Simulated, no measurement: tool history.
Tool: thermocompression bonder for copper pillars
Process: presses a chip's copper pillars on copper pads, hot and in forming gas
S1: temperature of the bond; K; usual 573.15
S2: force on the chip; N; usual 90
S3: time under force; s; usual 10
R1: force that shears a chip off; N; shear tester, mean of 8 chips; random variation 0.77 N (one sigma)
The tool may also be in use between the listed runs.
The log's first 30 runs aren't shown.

run	hour	S1	S2	S3	R1
31	697.2	575.15	59	6	31.3
32	728.2	572.15	82	11	54.6
33	755.5	587.15	129	11	84.3
34	782.9	587.15	129	11	85.0
35	808.5	588.15	86	7	56.4
36	838.7	547.15	85	11	46.5
37	856.2	549.15	70	16	43.4
38	873.1	551.15	121	14	69.9

Forecast each of these 3 alternatives for the next run:
A	889.5	547.15	90	10	?
B	889.5	558.15	76	11	?
C	889.5	589.15	121	14	?

run	R1
A	48.0
B	44.9
C	86.1
Without the tool's hidden state the same runs would have given:
run	R1
A	48.5
B	45.4
C	86.6

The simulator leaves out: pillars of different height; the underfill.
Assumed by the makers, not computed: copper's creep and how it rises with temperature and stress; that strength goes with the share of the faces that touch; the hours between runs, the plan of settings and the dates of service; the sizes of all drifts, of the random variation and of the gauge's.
